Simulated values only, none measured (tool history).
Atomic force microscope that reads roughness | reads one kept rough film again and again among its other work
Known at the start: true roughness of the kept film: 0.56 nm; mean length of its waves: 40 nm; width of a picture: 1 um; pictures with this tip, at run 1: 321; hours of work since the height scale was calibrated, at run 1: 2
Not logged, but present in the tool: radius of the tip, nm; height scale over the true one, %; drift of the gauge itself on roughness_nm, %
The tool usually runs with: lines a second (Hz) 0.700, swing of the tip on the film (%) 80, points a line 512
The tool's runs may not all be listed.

run   hour  lines a second (Hz)  swing of the tip on the film (%)  points a line  pictures with this tip  hours of work since the height scale was calibrated  roughness of the kept film (nm (root mean square))
  1    0.0                0.700                                80            512                     321                                                    2                                              0.5101
  2    5.4                0.700                                80            512                     329                                                    5                                              0.5098
  3   17.0                0.700                                80            512                     348                                                   11                                              0.5096
  4   22.6                0.700                                58            512                     357                                                   13                                              0.5290
      30.2  -- new tip fitted
  5   30.2                0.700                                58            512                       0                                                   17                                              0.5440
  6   39.7                0.700                                58            512                      15                                                   21                                              0.5434
  7   48.4                0.522                                80            512                      29                                                   25                                              0.5291
  8   55.6                0.700                                80            512                      41                                                   29                                              0.5219
  9   62.3                0.700                                76            512                      52                                                   32                                              0.5270
 10   73.7                0.700                                80            512                      70                                                   38                                              0.5185
 11   84.8                1.598                                80            512                      88                                                   43                                              0.4862
 12   96.7                1.598                                80            512                     108                                                   49                                              0.4874
 13  103.8                0.700                                80            288                     119                                                   52                                              0.5154
 14  112.1                0.700                                80            288                     133                                                   56                                              0.5161
 15  119.0                0.729                                81            365                     144                                                   59                                              0.5137
 16  126.5                0.729                                81            365                     156                                                   63                                              0.5126
 17  131.8                0.910                                81            365                     165                                                   65                                              0.5059
 18  138.3                3.577                                78            512                     175                                                   68                                              0.4340
 19  148.9                3.577                                64            365                     192                                                   74                                              0.4862
 20  160.8                0.700                                80            541                     212                                                   79                                              0.5166
 21  170.5                0.700                                84            589                     228                                                   84                                              0.5081
 22  181.4                0.700                                75            345                     245                                                   89                                              0.5181
 23  193.9                0.700                                75            855                     265                                                   95                                              0.5189
 24  202.2                0.700                                80            512                     279                                                   99                                              0.5141
 25  208.7                3.186                                81            886                     290                                                  102                                              0.4285
 26  214.1                0.811                                60            654                     298                                                  105                                              0.5307
 27  220.4                0.811                                60            654                     309                                                  108                                              0.5290

Below are 4 alternative next runs, each starting from the tool's condition after run 27. Predict each:
  A  225.9                0.567                                58            512                     317                                                  110                                                   ?
  B  225.9                1.305                                75            773                     317                                                  110                                                   ?
  C  225.9                0.861                                76            654                     317                                                  110                                                   ?
  D  225.9                0.700                                86            512                     317                                                  110                                                   ?

run  roughness of the kept film (nm (root mean square))
  A                                              0.5323
  B                                              0.5016
  C                                              0.5123
  D                                              0.5019
The same runs, with their run-to-run variation unchanged, on a tool lacking any hidden condition would have given:
run  roughness of the kept film (nm (root mean square))
  A                                              0.5437
  B                                              0.5123
  C                                              0.5232
  D                                              0.5127
